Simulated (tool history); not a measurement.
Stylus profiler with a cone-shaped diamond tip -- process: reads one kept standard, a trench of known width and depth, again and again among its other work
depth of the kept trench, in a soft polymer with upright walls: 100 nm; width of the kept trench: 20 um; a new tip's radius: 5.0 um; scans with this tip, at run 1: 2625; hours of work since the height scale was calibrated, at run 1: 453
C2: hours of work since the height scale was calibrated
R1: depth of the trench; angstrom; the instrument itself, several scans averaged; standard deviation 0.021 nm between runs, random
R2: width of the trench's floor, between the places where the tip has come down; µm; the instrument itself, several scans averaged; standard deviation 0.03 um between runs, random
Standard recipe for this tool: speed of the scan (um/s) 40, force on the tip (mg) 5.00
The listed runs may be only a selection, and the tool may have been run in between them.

run 1 hour=0.0 | speed_of_the_scan_(um/s)=40 force_on_the_tip_(mg)=5.00 | scans_with_this_tip=2625 C2=453 | R1=1010.3 R2=18.02
run 2 hour=36.6 | speed_of_the_scan_(um/s)=40 force_on_the_tip_(mg)=5.00 | scans_with_this_tip=2779 C2=480 | R1=1010.0 R2=17.89
run 3 hour=60.8 | speed_of_the_scan_(um/s)=40 force_on_the_tip_(mg)=5.00 | scans_with_this_tip=2880 C2=497 | R1=1009.9 R2=17.96
run 4 hour=82.8 | speed_of_the_scan_(um/s)=40 force_on_the_tip_(mg)=5.00 | scans_with_this_tip=2973 C2=513 | R1=1010.1 R2=17.96
run 5 hour=104.5 | speed_of_the_scan_(um/s)=40 force_on_the_tip_(mg)=4.61 | scans_with_this_tip=3064 C2=529 | R1=1009.0 R2=17.90
run 6 hour=137.3 | speed_of_the_scan_(um/s)=40 force_on_the_tip_(mg)=4.61 | scans_with_this_tip=3202 C2=553 | R1=1009.5 R2=17.89
run 7 hour=178.2 | speed_of_the_scan_(um/s)=38 force_on_the_tip_(mg)=4.61 | scans_with_this_tip=3373 C2=583 | R1=1010.0 R2=17.94
run 8 hour=219.8 | speed_of_the_scan_(um/s)=38 force_on_the_tip_(mg)=4.61 | scans_with_this_tip=3547 C2=613 | R1=1009.8 R2=17.98
run 9 hour=251.1 | speed_of_the_scan_(um/s)=38 force_on_the_tip_(mg)=2.24 | scans_with_this_tip=3679 C2=635 | R1=1006.2 R2=17.88
run 10 hour=270.3 | speed_of_the_scan_(um/s)=38 force_on_the_tip_(mg)=2.24 | scans_with_this_tip=3759 C2=649 | R1=1006.2 R2=17.90
run 11 hour=291.0 | speed_of_the_scan_(um/s)=38 force_on_the_tip_(mg)=2.24 | scans_with_this_tip=3846 C2=664 | R1=1005.9 R2=17.87
run 12 hour=316.0 | speed_of_the_scan_(um/s)=38 force_on_the_tip_(mg)=2.24 | scans_with_this_tip=3951 C2=682 | R1=1006.0 R2=17.87
run 13 hour=343.6 | speed_of_the_scan_(um/s)=28 force_on_the_tip_(mg)=5.00 | scans_with_this_tip=4067 C2=702 | R1=1010.1 R2=17.94
run 14 hour=377.8 | speed_of_the_scan_(um/s)=28 force_on_the_tip_(mg)=5.00 | scans_with_this_tip=4210 C2=727 | R1=1010.3 R2=17.91
run 15 hour=399.2 | speed_of_the_scan_(um/s)=40 force_on_the_tip_(mg)=5.00 | scans_with_this_tip=4300 C2=743 | R1=1010.0 R2=17.96
run 16 hour=433.0 | speed_of_the_scan_(um/s)=40 force_on_the_tip_(mg)=5.00 | scans_with_this_tip=4442 C2=767 | R1=1009.9 R2=17.93
run 17 hour=474.7 | speed_of_the_scan_(um/s)=40 force_on_the_tip_(mg)=5.00 | scans_with_this_tip=4617 C2=797 | R1=1010.1 R2=17.91
run 18 hour=514.2 | speed_of_the_scan_(um/s)=86 force_on_the_tip_(mg)=5.00 | scans_with_this_tip=4783 C2=826 | R1=1010.3 R2=17.83
run 19 hour=551.3 | speed_of_the_scan_(um/s)=86 force_on_the_tip_(mg)=5.00 | scans_with_this_tip=4938 C2=853 | R1=1009.8 R2=17.85
run 20 hour=588.5 | speed_of_the_scan_(um/s)=40 force_on_the_tip_(mg)=5.00 | scans_with_this_tip=5095 C2=880 | R1=1010.4 R2=17.95
run 21 hour=628.3 | speed_of_the_scan_(um/s)=40 force_on_the_tip_(mg)=12.43 | scans_with_this_tip=5261 C2=909 | R1=1018.4 R2=17.95
run 22 hour=666.9 | speed_of_the_scan_(um/s)=10 force_on_the_tip_(mg)=5.00 | scans_with_this_tip=5423 C2=937 | R1=1010.1 R2=18.03
run 23 hour=684.1 | speed_of_the_scan_(um/s)=10 force_on_the_tip_(mg)=5.00 | scans_with_this_tip=5496 C2=949 | R1=1009.9 R2=17.94
run 24 hour=705.4 | speed_of_the_scan_(um/s)=52 force_on_the_tip_(mg)=7.54 | scans_with_this_tip=5585 C2=964 | R1=1013.3 R2=17.96
run 25 hour=726.8 | speed_of_the_scan_(um/s)=13 force_on_the_tip_(mg)=5.27 | scans_with_this_tip=5675 C2=980 | R1=1010.9 R2=18.01
-- hour=750.1 height scale calibrated on a step standard
run 26 hour=767.4 | speed_of_the_scan_(um/s)=149 force_on_the_tip_(mg)=1.75 | scans_with_this_tip=5843 C2=12 | R1=1005.0 R2=17.55
run 27 hour=809.2 | speed_of_the_scan_(um/s)=87 force_on_the_tip_(mg)=1.75 | scans_with_this_tip=6018 C2=43 | R1=1004.4 R2=17.72
run 28 hour=845.5 | speed_of_the_scan_(um/s)=29 force_on_the_tip_(mg)=3.18 | scans_with_this_tip=6171 C2=69 | R1=1007.4 R2=17.91
run 29 hour=867.5 | speed_of_the_scan_(um/s)=38 force_on_the_tip_(mg)=5.00 | scans_with_this_tip=6263 C2=85 | R1=1010.7 R2=17.91
run 30 hour=908.6 | speed_of_the_scan_(um/s)=38 force_on_the_tip_(mg)=5.00 | scans_with_this_tip=6435 C2=115 | R1=1010.2 R2=18.03
run 31 hour=942.5 | speed_of_the_scan_(um/s)=38 force_on_the_tip_(mg)=5.00 | scans_with_this_tip=6578 C2=139 | R1=1010.5 R2=17.94
run 32 hour=982.1 | speed_of_the_scan_(um/s)=38 force_on_the_tip_(mg)=5.00 | scans_with_this_tip=6744 C2=168 | R1=1010.2 R2=17.95
run 33 hour=1019.1 | speed_of_the_scan_(um/s)=19 force_on_the_tip_(mg)=7.74 | scans_with_this_tip=6899 C2=195 | R1=1013.7 R2=17.91
run 34 hour=1049.7 | speed_of_the_scan_(um/s)=19 force_on_the_tip_(mg)=7.74 | scans_with_this_tip=7028 C2=217 | R1=1013.8 R2=17.99
run 35 hour=1083.3 | speed_of_the_scan_(um/s)=37 force_on_the_tip_(mg)=11.72 | scans_with_this_tip=7169 C2=241 | R1=1018.0 R2=17.95
run 36 hour=1102.7 | speed_of_the_scan_(um/s)=98 force_on_the_tip_(mg)=5.00 | scans_with_this_tip=7250 C2=255 | R1=1010.2 R2=17.84
run 37 hour=1131.5 | speed_of_the_scan_(um/s)=24 force_on_the_tip_(mg)=3.00 | scans_with_this_tip=7371 C2=276 | R1=1007.1 R2=17.92
run 38 hour=1150.3 | speed_of_the_scan_(um/s)=24 force_on_the_tip_(mg)=3.00 | scans_with_this_tip=7450 C2=290 | R1=1007.2 R2=17.92
run 39 hour=1169.0 | speed_of_the_scan_(um/s)=24 force_on_the_tip_(mg)=3.00 | scans_with_this_tip=7528 C2=303 | R1=1007.4 R2=17.95
run 40 hour=1197.9 | speed_of_the_scan_(um/s)=10 force_on_the_tip_(mg)=11.93 | scans_with_this_tip=7650 C2=324 | R1=1018.4 R2=18.01
run 41 hour=1229.4 | speed_of_the_scan_(um/s)=10 force_on_the_tip_(mg)=11.93 | scans_with_this_tip=7781 C2=347 | R1=1018.2 R2=18.01
run 42 hour=1255.9 | speed_of_the_scan_(um/s)=40 force_on_the_tip_(mg)=7.87 | scans_with_this_tip=7893 C2=366 | R1=1013.8 R2=17.98
run 43 hour=1294.4 | speed_of_the_scan_(um/s)=40 force_on_the_tip_(mg)=7.87 | scans_with_this_tip=8054 C2=394 | R1=1013.8 R2=17.94
run 44 hour=1322.4 | speed_of_the_scan_(um/s)=40 force_on_the_tip_(mg)=7.87 | scans_with_this_tip=8172 C2=415 | R1=1014.2 R2=17.97
run 45 hour=1353.2 | speed_of_the_scan_(um/s)=157 force_on_the_tip_(mg)=1.98 | scans_with_this_tip=8301 C2=437 | R1=1005.5 R2=17.58
run 46 hour=1383.1 | speed_of_the_scan_(um/s)=41 force_on_the_tip_(mg)=12.86 | scans_with_this_tip=8426 C2=459 | R1=1019.2 R2=17.89

Across each entry between runs, compare the hidden state at the last listed run before it with the hidden state at the first listed run after it:
Logged between run 25 and run 26: height scale calibrated on a step standard (hour 750.1)
  height scale over the true one, %: 0.002 -> 0
